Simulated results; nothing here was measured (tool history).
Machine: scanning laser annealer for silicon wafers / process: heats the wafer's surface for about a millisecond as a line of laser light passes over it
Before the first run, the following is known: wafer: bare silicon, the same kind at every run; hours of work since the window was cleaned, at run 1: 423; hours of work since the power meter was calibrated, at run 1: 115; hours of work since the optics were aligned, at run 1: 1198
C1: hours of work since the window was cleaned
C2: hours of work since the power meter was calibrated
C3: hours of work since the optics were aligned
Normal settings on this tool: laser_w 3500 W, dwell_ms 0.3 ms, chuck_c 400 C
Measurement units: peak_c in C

{"run": 1, "day": 0.0, "laser_w": 3500, "dwell_ms": 0.3, "chuck_c": 400, "C1": 423, "C2": 115, "C3": 1198, "peak_c": 1116}
{"run": 2, "day": 0.329, "laser_w": 3500, "dwell_ms": 0.3, "chuck_c": 400, "C1": 427, "C2": 120, "C3": 1202, "peak_c": 1118}
{"run": 3, "day": 0.667, "laser_w": 3500, "dwell_ms": 0.3, "chuck_c": 400, "C1": 431, "C2": 124, "C3": 1207, "peak_c": 1119}
{"run": 4, "day": 1.112, "laser_w": 3500, "dwell_ms": 0.3, "chuck_c": 400, "C1": 437, "C2": 130, "C3": 1213, "peak_c": 1115}
{"run": 5, "day": 1.458, "laser_w": 3500, "dwell_ms": 0.3, "chuck_c": 400, "C1": 442, "C2": 134, "C3": 1217, "peak_c": 1117}
{"run": 6, "day": 1.808, "laser_w": 3500, "dwell_ms": 0.3, "chuck_c": 400, "C1": 446, "C2": 139, "C3": 1222, "peak_c": 1116}
{"run": 7, "day": 2.192, "laser_w": 3500, "dwell_ms": 0.356, "chuck_c": 400, "C1": 451, "C2": 144, "C3": 1227, "peak_c": 1179}
{"run": 8, "day": 2.4, "laser_w": 3500, "dwell_ms": 0.356, "chuck_c": 400, "C1": 454, "C2": 146, "C3": 1229, "peak_c": 1174}
{"run": 9, "day": 2.65, "laser_w": 3339, "dwell_ms": 0.3, "chuck_c": 400, "C1": 457, "C2": 150, "C3": 1233, "peak_c": 1078}
{"run": 10, "day": 3.071, "laser_w": 3500, "dwell_ms": 0.3, "chuck_c": 400, "C1": 462, "C2": 155, "C3": 1238, "peak_c": 1115}
{"run": 11, "day": 3.342, "laser_w": 3500, "dwell_ms": 0.3, "chuck_c": 400, "C1": 466, "C2": 159, "C3": 1242, "peak_c": 1115}
{"run": 12, "day": 3.829, "laser_w": 3500, "dwell_ms": 0.3, "chuck_c": 400, "C1": 472, "C2": 165, "C3": 1248, "peak_c": 1116}
{"run": 13, "day": 4.054, "laser_w": 3500, "dwell_ms": 0.3, "chuck_c": 400, "C1": 475, "C2": 168, "C3": 1251, "peak_c": 1116}
{"run": 14, "day": 4.517, "laser_w": 3500, "dwell_ms": 0.3, "chuck_c": 400, "C1": 481, "C2": 174, "C3": 1257, "peak_c": 1115}
{"run": 15, "day": 4.729, "laser_w": 3500, "dwell_ms": 0.3, "chuck_c": 400, "C1": 484, "C2": 177, "C3": 1260, "peak_c": 1113}
{"run": 16, "day": 5.217, "laser_w": 3500, "dwell_ms": 0.3, "chuck_c": 400, "C1": 490, "C2": 183, "C3": 1266, "peak_c": 1116}
{"run": 17, "day": 5.542, "laser_w": 3500, "dwell_ms": 0.3, "chuck_c": 400, "C1": 495, "C2": 187, "C3": 1270, "peak_c": 1112}
{"run": 18, "day": 5.954, "laser_w": 3500, "dwell_ms": 0.3, "chuck_c": 400, "C1": 500, "C2": 193, "C3": 1275, "peak_c": 1111}
{"run": 19, "day": 6.162, "laser_w": 3500, "dwell_ms": 0.223, "chuck_c": 400, "C1": 503, "C2": 195, "C3": 1278, "peak_c": 1019}
{"run": 20, "day": 6.562, "laser_w": 3500, "dwell_ms": 0.223, "chuck_c": 400, "C1": 508, "C2": 200, "C3": 1283, "peak_c": 1017}
{"run": 21, "day": 6.946, "laser_w": 3500, "dwell_ms": 0.223, "chuck_c": 400, "C1": 513, "C2": 205, "C3": 1288, "peak_c": 1018}
{"run": 22, "day": 7.188, "laser_w": 3500, "dwell_ms": 0.223, "chuck_c": 400, "C1": 516, "C2": 209, "C3": 1291, "peak_c": 1015}
{"run": 23, "day": 7.396, "laser_w": 3500, "dwell_ms": 0.223, "chuck_c": 400, "C1": 519, "C2": 211, "C3": 1294, "peak_c": 1019}
{"run": 24, "day": 7.746, "laser_w": 3500, "dwell_ms": 0.223, "chuck_c": 400, "C1": 523, "C2": 216, "C3": 1299, "peak_c": 1017}
{"run": 25, "day": 8.2, "laser_w": 3290, "dwell_ms": 0.3, "chuck_c": 439, "C1": 529, "C2": 222, "C3": 1305, "peak_c": 1102}
{"run": 26, "day": 8.596, "laser_w": 3559, "dwell_ms": 0.3, "chuck_c": 362, "C1": 534, "C2": 227, "C3": 1310, "peak_c": 1088}
{"run": 27, "day": 9.046, "laser_w": 3250, "dwell_ms": 0.226, "chuck_c": 400, "C1": 540, "C2": 233, "C3": 1316, "peak_c": 965}
{"run": 28, "day": 9.5, "laser_w": 3427, "dwell_ms": 0.309, "chuck_c": 406, "C1": 546, "C2": 239, "C3": 1321, "peak_c": 1108}
{"run": 29, "day": 9.779, "laser_w": 3500, "dwell_ms": 0.234, "chuck_c": 399, "C1": 549, "C2": 242, "C3": 1325, "peak_c": 1028}
{"run": 30, "day": 10.108, "laser_w": 3524, "dwell_ms": 0.234, "chuck_c": 417, "C1": 554, "C2": 246, "C3": 1329, "peak_c": 1052}
{"run": 31, "day": 10.571, "laser_w": 3524, "dwell_ms": 0.234, "chuck_c": 417, "C1": 560, "C2": 252, "C3": 1335, "peak_c": 1052}
{"run": 32, "day": 10.917, "laser_w": 3524, "dwell_ms": 0.234, "chuck_c": 397, "C1": 564, "C2": 257, "C3": 1340, "peak_c": 1033}
{"run": 33, "day": 11.221, "laser_w": 3524, "dwell_ms": 0.234, "chuck_c": 397, "C1": 568, "C2": 261, "C3": 1344, "peak_c": 1035}
{"run": 34, "day": 11.521, "laser_w": 3524, "dwell_ms": 0.234, "chuck_c": 397, "C1": 572, "C2": 265, "C3": 1348, "peak_c": 1030}
{"run": 35, "day": 11.975, "laser_w": 3500, "dwell_ms": 0.337, "chuck_c": 388, "C1": 578, "C2": 271, "C3": 1354, "peak_c": 1143}
{"run": 36, "day": 12.35, "laser_w": 3500, "dwell_ms": 0.337, "chuck_c": 388, "C1": 583, "C2": 276, "C3": 1358, "peak_c": 1139}
{"run": 37, "day": 12.592, "laser_w": 3298, "dwell_ms": 0.219, "chuck_c": 365, "C1": 586, "C2": 279, "C3": 1362, "peak_c": 930}
{"run": 38, "day": 13.008, "laser_w": 3399, "dwell_ms": 0.335, "chuck_c": 400, "C1": 591, "C2": 284, "C3": 1367, "peak_c": 1125}
{"run": 39, "day": 13.217, "laser_w": 3306, "dwell_ms": 0.216, "chuck_c": 369, "C1": 594, "C2": 287, "C3": 1370, "peak_c": 934}
{"day": 13.854, "done": "optics aligned, line set to its width"}
{"run": 40, "day": 13.854, "laser_w": 3013, "dwell_ms": 0.296, "chuck_c": 392, "C1": 600, "C2": 292, "C3": 0, "peak_c": 994}

4 ways to go on from here, each from the tool as it stands after run 40. What would each give?
{"run": "A", "day": 14.083, "laser_w": 3424, "dwell_ms": 0.3, "chuck_c": 400, "C1": 603, "C2": 295, "C3": 3, "peak_c": "?"}
{"run": "B", "day": 14.083, "laser_w": 3172, "dwell_ms": 0.238, "chuck_c": 400, "C1": 603, "C2": 295, "C3": 3, "peak_c": "?"}
{"run": "C", "day": 14.083, "laser_w": 3288, "dwell_ms": 0.213, "chuck_c": 375, "C1": 603, "C2": 295, "C3": 3, "peak_c": "?"}
{"run": "D", "day": 14.083, "laser_w": 3122, "dwell_ms": 0.228, "chuck_c": 392, "C1": 603, "C2": 295, "C3": 3, "peak_c": "?"}

run=A peak_c=1107
run=B peak_c=977
run=C peak_c=949
run=D peak_c=945
Without the tool's unlogged condition, the same runs would have read:
run=A peak_c=1125
run=B peak_c=991
run=C peak_c=963
run=D peak_c=959
